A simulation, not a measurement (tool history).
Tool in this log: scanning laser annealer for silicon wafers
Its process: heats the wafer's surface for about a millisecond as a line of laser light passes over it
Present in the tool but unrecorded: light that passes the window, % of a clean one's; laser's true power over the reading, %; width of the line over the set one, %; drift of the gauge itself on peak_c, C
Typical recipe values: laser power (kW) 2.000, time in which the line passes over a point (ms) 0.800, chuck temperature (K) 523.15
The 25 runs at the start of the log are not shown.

run	hour	laser power (kW)	time in which the line passes over a point (ms)	chuck temperature (K)	hours of work since the window was cleaned	hours of work since the power meter was calibrated	hours of work since the optics were aligned	highest temperature of the surface (K)
26	219.3	1.959	0.911	494.15	295	151	1185	1372.15
27	228.7	2.000	0.806	549.15	300	155	1190	1391.15
28	238.8	2.101	0.800	488.15	305	160	1195	1374.15
29	243.2	2.101	0.800	488.15	307	162	1197	1379.15
30	247.6	2.101	0.800	488.15	309	164	1199	1375.15
31	257.8	1.714	0.586	508.15	314	169	1204	1114.15
32	263.7	1.954	0.800	523.15	317	172	1207	1343.15
33	272.7	1.706	0.974	489.15	321	176	1211	1271.15
34	278.4	1.706	0.974	489.15	324	179	1214	1270.15
35	288.7	1.706	0.974	489.15	329	184	1219	1270.15
36	295.3	1.826	0.653	535.15	332	187	1222	1220.15
37	302.9	1.826	0.653	535.15	335	191	1225	1222.15
38	310.0	1.732	0.945	523.15	339	194	1229	1304.15
39	316.6	1.732	0.945	523.15	342	197	1232	1305.15
40	326.7	2.000	0.627	522.15	347	202	1237	1263.15

Consider 4 possible next runs. They are alternatives, not a sequence: every one starts from the tool as it was left by run 40. What does each give?
A	331.3	1.734	0.627	535.15	349	204	1239	?
B	331.3	1.833	0.827	522.15	349	204	1239	?
C	331.3	2.188	0.609	560.15	349	204	1239	?
D	331.3	1.810	0.627	522.15	349	204	1239	?

run	highest temperature of the surface (K)
A	1167.15
B	1298.15
C	1368.15
D	1190.15
Stripped of hidden state, with their random variation kept, the same runs would have yielded:
run	highest temperature of the surface (K)
A	1168.15
B	1300.15
C	1370.15
D	1192.15
